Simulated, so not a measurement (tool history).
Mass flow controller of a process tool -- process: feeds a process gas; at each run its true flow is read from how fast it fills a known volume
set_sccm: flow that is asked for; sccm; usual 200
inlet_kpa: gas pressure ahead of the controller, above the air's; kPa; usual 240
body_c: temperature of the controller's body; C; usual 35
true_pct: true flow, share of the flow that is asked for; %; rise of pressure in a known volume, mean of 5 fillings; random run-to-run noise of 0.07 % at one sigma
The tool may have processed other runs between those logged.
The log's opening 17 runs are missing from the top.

run	hour	set_sccm	inlet_kpa	body_c	true_pct
18	1008.9	200	240	31	98.34
# hour 1032.2: controller's zero set anew, once more
19	1054.2	200	240	31	99.97
20	1116.0	200	240	31	99.96
21	1155.3	200	240	31	100.02
22	1226.9	200	240	31	99.90
23	1268.8	200	143	35	99.17
24	1329.5	106	250	38	98.86
25	1404.0	266	171	40	98.89
26	1486.6	266	171	40	98.88
27	1571.3	60	265	38	98.20
28	1639.4	213	183	31	99.82
29	1716.2	200	240	25	100.71
30	1774.6	227	220	31	99.88
31	1835.4	227	220	31	99.95
32	1910.2	83	252	24	99.76
33	1981.0	83	252	24	99.81
34	2029.8	110	164	29	99.17
35	2074.0	306	194	28	100.52
36	2140.8	387	144	23	101.24
37	2199.2	347	188	30	100.44
38	2271.7	80	262	37	98.12
39	2334.1	279	184	21	101.19
40	2421.0	279	184	21	101.08
41	2469.4	152	184	21	100.54
42	2515.8	60	144	35	97.13

Here are 3 independent what-if runs from the current tool condition. What would each one return?
A	2557.9	200	238	26	?
B	2557.9	79	205	38	?
C	2557.9	200	263	28	?

run	true_pct
A	100.62
B	97.52
C	100.38
With the hidden condition removed and each run's random variation left untouched, the same runs would have given:
run	true_pct
A	99.57
B	97.74
C	99.33

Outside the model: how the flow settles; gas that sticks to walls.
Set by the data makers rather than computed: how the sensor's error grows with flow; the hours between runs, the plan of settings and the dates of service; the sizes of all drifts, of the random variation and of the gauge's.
